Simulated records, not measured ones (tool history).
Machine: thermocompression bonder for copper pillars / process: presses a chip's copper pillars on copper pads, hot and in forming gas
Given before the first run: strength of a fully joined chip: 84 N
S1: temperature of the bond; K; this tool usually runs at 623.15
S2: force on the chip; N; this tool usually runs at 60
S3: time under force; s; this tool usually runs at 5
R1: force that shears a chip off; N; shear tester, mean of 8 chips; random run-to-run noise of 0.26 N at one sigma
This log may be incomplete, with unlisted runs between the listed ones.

run 1 hour=0 | S1=623.15 S2=60 S3=5 | R1=28.3
run 2 hour=77.3 | S1=623.15 S2=60 S3=5 | R1=27.6
run 3 hour=119.1 | S1=623.15 S2=60 S3=5 | R1=27.9
run 4 hour=164.5 | S1=623.15 S2=48 S3=5 | R1=22.3
run 5 hour=234.9 | S1=639.15 S2=60 S3=5 | R1=32.6
run 6 hour=286.5 | S1=639.15 S2=60 S3=5 | R1=32
run 7 hour=327.2 | S1=623.15 S2=43 S3=5 | R1=19.3
-- hour=353.6 force cell calibrated
run 8 hour=378.6 | S1=623.15 S2=43 S3=5 | R1=20.9
run 9 hour=418.9 | S1=623.15 S2=43 S3=5 | R1=21.4
run 10 hour=456.2 | S1=623.15 S2=60 S3=4 | R1=26.6
run 11 hour=529.7 | S1=623.15 S2=60 S3=9 | R1=36.1
run 12 hour=588.2 | S1=623.15 S2=60 S3=9 | R1=36
run 13 hour=625.1 | S1=623.15 S2=51 S3=3 | R1=19.8
run 14 hour=686.1 | S1=623.15 S2=60 S3=6 | R1=30.4
run 15 hour=749.5 | S1=623.15 S2=60 S3=6 | R1=30.1
run 16 hour=827.8 | S1=626.15 S2=46 S3=4 | R1=19.9
-- hour=882.9 forming gas filter changed
run 17 hour=892.4 | S1=623.15 S2=39 S3=5 | R1=18.3
run 18 hour=930.2 | S1=635.15 S2=60 S3=14 | R1=46.3
run 19 hour=997.3 | S1=635.15 S2=60 S3=14 | R1=45.8
run 20 hour=1032.9 | S1=623.15 S2=41 S3=4 | R1=17.8
run 21 hour=1090.9 | S1=623.15 S2=41 S3=4 | R1=17.2
run 22 hour=1145.2 | S1=623.15 S2=41 S3=3 | R1=14.9
-- hour=1203.2 heater calibrated with a thermocouple chip
run 23 hour=1210.3 | S1=623.15 S2=42 S3=5 | R1=21.4
run 24 hour=1253.3 | S1=623.15 S2=42 S3=5 | R1=21.5

Here are 4 independent what-if runs from the current tool condition. What would each one return?
run A hour=1303.7 | S1=623.15 S2=56 S3=5 | R1=?
run B hour=1303.7 | S1=596.15 S2=64 S3=4 | R1=?
run C hour=1303.7 | S1=620.15 S2=36 S3=4 | R1=?
run D hour=1303.7 | S1=593.15 S2=42 S3=5 | R1=?

run=A R1=28.8
run=B R1=22.4
run=C R1=16.3
run=D R1=15.5
With the hidden condition removed and each run's random variation left untouched, the same runs would have given:
run=A R1=30.3
run=B R1=23.7
run=C R1=17.2
run=D R1=16.4
